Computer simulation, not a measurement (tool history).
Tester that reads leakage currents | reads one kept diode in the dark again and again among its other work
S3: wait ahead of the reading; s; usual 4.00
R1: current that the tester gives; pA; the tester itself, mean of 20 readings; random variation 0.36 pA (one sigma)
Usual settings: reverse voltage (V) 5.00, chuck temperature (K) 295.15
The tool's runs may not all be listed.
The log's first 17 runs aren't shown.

run 18 hour=466.4 | reverse_voltage_(V)=2.38 chuck_temperature_(K)=295.15 S3=4.00 | R1=102.72
run 19 hour=495.3 | reverse_voltage_(V)=2.38 chuck_temperature_(K)=295.15 S3=4.00 | R1=103.13
run 20 hour=515.2 | reverse_voltage_(V)=2.38 chuck_temperature_(K)=295.15 S3=4.00 | R1=103.67
run 21 hour=543.7 | reverse_voltage_(V)=2.38 chuck_temperature_(K)=295.15 S3=4.00 | R1=104.20
run 22 hour=561.3 | reverse_voltage_(V)=2.38 chuck_temperature_(K)=295.15 S3=4.00 | R1=105.31
run 23 hour=588.5 | reverse_voltage_(V)=2.38 chuck_temperature_(K)=295.15 S3=4.00 | R1=104.82
run 24 hour=617.7 | reverse_voltage_(V)=2.38 chuck_temperature_(K)=295.15 S3=4.00 | R1=105.59
run 25 hour=651.4 | reverse_voltage_(V)=2.36 chuck_temperature_(K)=295.15 S3=4.00 | R1=106.61
run 26 hour=669.4 | reverse_voltage_(V)=2.36 chuck_temperature_(K)=295.15 S3=4.00 | R1=106.20
run 27 hour=701.0 | reverse_voltage_(V)=11.87 chuck_temperature_(K)=295.15 S3=4.00 | R1=218.69
-- hour=721.4 chuck's temperature calibrated
run 28 hour=737.1 | reverse_voltage_(V)=9.78 chuck_temperature_(K)=311.15 S3=1.09 | R1=720.94
run 29 hour=775.3 | reverse_voltage_(V)=8.54 chuck_temperature_(K)=303.15 S3=0.57 | R1=332.99
run 30 hour=806.7 | reverse_voltage_(V)=8.54 chuck_temperature_(K)=303.15 S3=0.57 | R1=334.86
run 31 hour=836.2 | reverse_voltage_(V)=8.54 chuck_temperature_(K)=303.15 S3=0.57 | R1=335.48
run 32 hour=854.4 | reverse_voltage_(V)=18.96 chuck_temperature_(K)=295.15 S3=1.92 | R1=227.61
run 33 hour=877.4 | reverse_voltage_(V)=6.64 chuck_temperature_(K)=293.15 S3=1.76 | R1=116.75
run 34 hour=914.5 | reverse_voltage_(V)=6.64 chuck_temperature_(K)=293.15 S3=1.76 | R1=118.04
run 35 hour=942.9 | reverse_voltage_(V)=1.03 chuck_temperature_(K)=315.15 S3=1.82 | R1=393.14
run 36 hour=981.4 | reverse_voltage_(V)=1.03 chuck_temperature_(K)=315.15 S3=1.82 | R1=394.59
run 37 hour=1003.5 | reverse_voltage_(V)=5.00 chuck_temperature_(K)=295.15 S3=0.40 | R1=129.51
run 38 hour=1034.1 | reverse_voltage_(V)=5.00 chuck_temperature_(K)=295.15 S3=0.40 | R1=129.57
run 39 hour=1053.0 | reverse_voltage_(V)=7.39 chuck_temperature_(K)=310.15 S3=0.32 | R1=618.24
run 40 hour=1091.6 | reverse_voltage_(V)=5.39 chuck_temperature_(K)=301.15 S3=8.64 | R1=238.42
run 41 hour=1117.2 | reverse_voltage_(V)=5.39 chuck_temperature_(K)=301.15 S3=8.64 | R1=242.05

3 ways to go on from here, each from the tool as it stands after run 41. What would each give?
run A hour=1151.5 | reverse_voltage_(V)=2.42 chuck_temperature_(K)=306.15 S3=4.00 | R1=?
run B hour=1151.5 | reverse_voltage_(V)=5.00 chuck_temperature_(K)=307.15 S3=4.00 | R1=?
run C hour=1151.5 | reverse_voltage_(V)=1.54 chuck_temperature_(K)=329.15 S3=9.01 | R1=?

run=A R1=270.68
run=B R1=403.67
run=C R1=1550.60
Without the tool's hidden state the same runs would have given:
run=A R1=248.12
run=B R1=369.64
run=C R1=1443.51
